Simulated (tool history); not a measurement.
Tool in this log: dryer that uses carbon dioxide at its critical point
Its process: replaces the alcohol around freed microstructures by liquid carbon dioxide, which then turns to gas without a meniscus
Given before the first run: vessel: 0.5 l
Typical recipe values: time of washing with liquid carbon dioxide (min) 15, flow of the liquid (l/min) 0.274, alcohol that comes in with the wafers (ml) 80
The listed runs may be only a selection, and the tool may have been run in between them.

run,day,time of washing with liquid carbon dioxide (min),flow of the liquid (l/min),alcohol that comes in with the wafers (ml),alcohol left in the vessel before it's heated (ppm by volume)
1,0,15,0.274,80,248
2,0.575,15,0.274,80,249
3,1.521,15,0.274,80,258
4,2.058,15,0.274,80,256
5,2.842,15,0.274,25,98
6,3.512,15,0.274,25,96
7,4.75,15,0.274,25,98
8,6.05,15,0.274,80,301
9,7.025,21,0.274,80,38
10,8.096,15,0.176,80,3038
11,9.071,15,0.176,46,1736
12,10.129,15,0.274,80,346
13,11.008,15,0.274,80,379
# day 11.671: inlet filter changed
14,11.892,15,0.274,80,174
15,12.954,15,0.274,80,182
16,13.917,15,0.294,80,131
17,14.983,18,0.294,80,48
18,16.254,18,0.294,80,44
19,17.321,10,0.274,33,760
20,18.196,23,0.274,80,35
21,19.062,12,0.206,80,3043
22,20.317,9,0.405,32,199
23,21.046,9,0.405,32,205
24,21.929,9,0.405,32,211
25,23.204,16,0.195,29,467
26,23.775,16,0.195,29,456
27,24.3,16,0.195,29,477
28,25.221,12,0.277,80,903
29,25.829,12,0.277,80,910
30,26.638,12,0.277,80,937
31,27.392,14,0.257,35,309
32,28.079,16,0.169,35,1191
33,28.833,16,0.169,35,1221
34,29.612,15,0.169,35,1584
35,30.904,24,0.418,96,33
36,31.85,9,0.371,57,772

What if the next run were any one of these 3? Each begins from the tool's condition after run 36:
A,32.933,9,0.38,37,?
B,32.933,16,0.274,49,?
C,32.933,14,0.371,57,?

run,alcohol left in the vessel before it's heated (ppm by volume)
A,442
B,179
C,80
With no hidden state in the tool, these same runs would have given:
run,alcohol left in the vessel before it's heated (ppm by volume)
A,205
B,65
C,19
